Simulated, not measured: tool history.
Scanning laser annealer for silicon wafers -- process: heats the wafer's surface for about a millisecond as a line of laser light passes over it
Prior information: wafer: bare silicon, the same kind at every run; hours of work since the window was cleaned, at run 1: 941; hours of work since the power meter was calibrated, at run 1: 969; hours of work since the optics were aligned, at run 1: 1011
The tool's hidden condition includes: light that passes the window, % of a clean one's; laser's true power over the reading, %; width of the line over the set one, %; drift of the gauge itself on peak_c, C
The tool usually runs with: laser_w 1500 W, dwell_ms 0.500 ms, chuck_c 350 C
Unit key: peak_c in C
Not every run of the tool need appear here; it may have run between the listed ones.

run	hour	laser_w	dwell_ms	chuck_c	hours of work since the window was cleaned	hours of work since the power meter was calibrated	hours of work since the optics were aligned	peak_c
1	0.0	1500	0.500	350	941	969	1011	1082
# hour 7.0: window over the wafer cleaned
2	49.2	1500	0.525	350	24	995	1037	1114
3	77.5	1500	0.500	350	40	1011	1053	1100
4	103.6	1500	0.500	350	55	1026	1068	1102
5	143.0	1500	0.500	350	77	1048	1090	1101
6	178.6	1500	0.500	350	97	1068	1110	1097
7	209.9	1500	0.500	350	115	1086	1128	1094
8	254.4	1575	0.500	350	140	1111	1153	1136
9	303.7	1575	0.500	350	168	1139	1181	1133
10	356.4	1500	0.500	350	197	1169	1211	1093
11	387.5	1500	0.376	350	215	1186	1228	1012
12	428.0	1500	0.500	350	238	1209	1251	1097
# hour 441.0: optics aligned, line set to its width
13	467.6	1500	0.500	350	257	1229	15	1111
14	523.2	1500	0.500	350	289	1260	46	1109
15	552.7	1500	0.500	350	305	1277	63	1109
16	575.1	1500	0.500	350	318	1290	76	1107
17	621.9	1500	0.500	350	345	1316	102	1106
18	645.0	1500	0.500	350	358	1329	115	1110
19	670.6	1500	0.500	350	372	1343	130	1109
20	705.6	1500	0.500	350	392	1363	149	1103
21	744.9	1500	0.500	350	414	1385	172	1103
22	771.1	1500	0.500	350	429	1400	186	1110
23	820.0	1521	0.391	350	456	1428	214	1039
24	861.5	1521	0.391	350	480	1451	238	1039
25	895.7	1553	0.427	377	499	1471	257	1109
26	943.3	1553	0.427	377	526	1498	284	1108
27	966.1	1500	0.584	321	539	1510	297	1122
28	1013.1	1500	0.520	350	566	1537	323	1115
29	1061.2	1604	0.500	348	593	1564	350	1153
30	1111.9	1500	0.374	350	621	1593	379	1014
31	1155.2	1481	0.486	388	646	1617	404	1118
32	1190.8	1439	0.472	380	666	1637	424	1077
33	1242.1	1587	0.381	367	695	1666	453	1073
34	1273.9	1469	0.577	371	713	1684	471	1152
35	1298.7	1508	0.371	385	727	1698	485	1046
36	1339.9	1508	0.371	385	750	1722	508	1045
37	1370.9	1317	0.382	350	768	1739	525	931
38	1422.5	1483	0.500	339	797	1768	555	1072
39	1461.1	1500	0.500	387	819	1790	576	1129
40	1515.2	1500	0.500	386	849	1821	607	1131
41	1547.1	1437	0.448	373	867	1839	625	1052
42	1574.7	1437	0.448	373	883	1854	640	1049

Entry by entry between the runs, the difference in hidden state between the last listed run before and the first listed run after:
In the gap between runs 1 and 2: window over the wafer cleaned (hour 7.0)
  light that passes the window, % of a clean one's: 97.17 -> 99.57; laser's true power over the reading, %: 0.98 -> 1; width of the line over the set one, %: 2.99 -> 3.07
  measured result minus the result with no hidden state, peak_c: -27 -> -10 C
In the gap between runs 12 and 13: optics aligned, line set to its width (hour 441.0)
  light that passes the window, % of a clean one's: 99.01 -> 98.96; laser's true power over the reading, %: 1.21 -> 1.23; width of the line over the set one, %: 3.72 -> 0.39
  measured result minus the result with no hidden state, peak_c: -15 -> +0 C
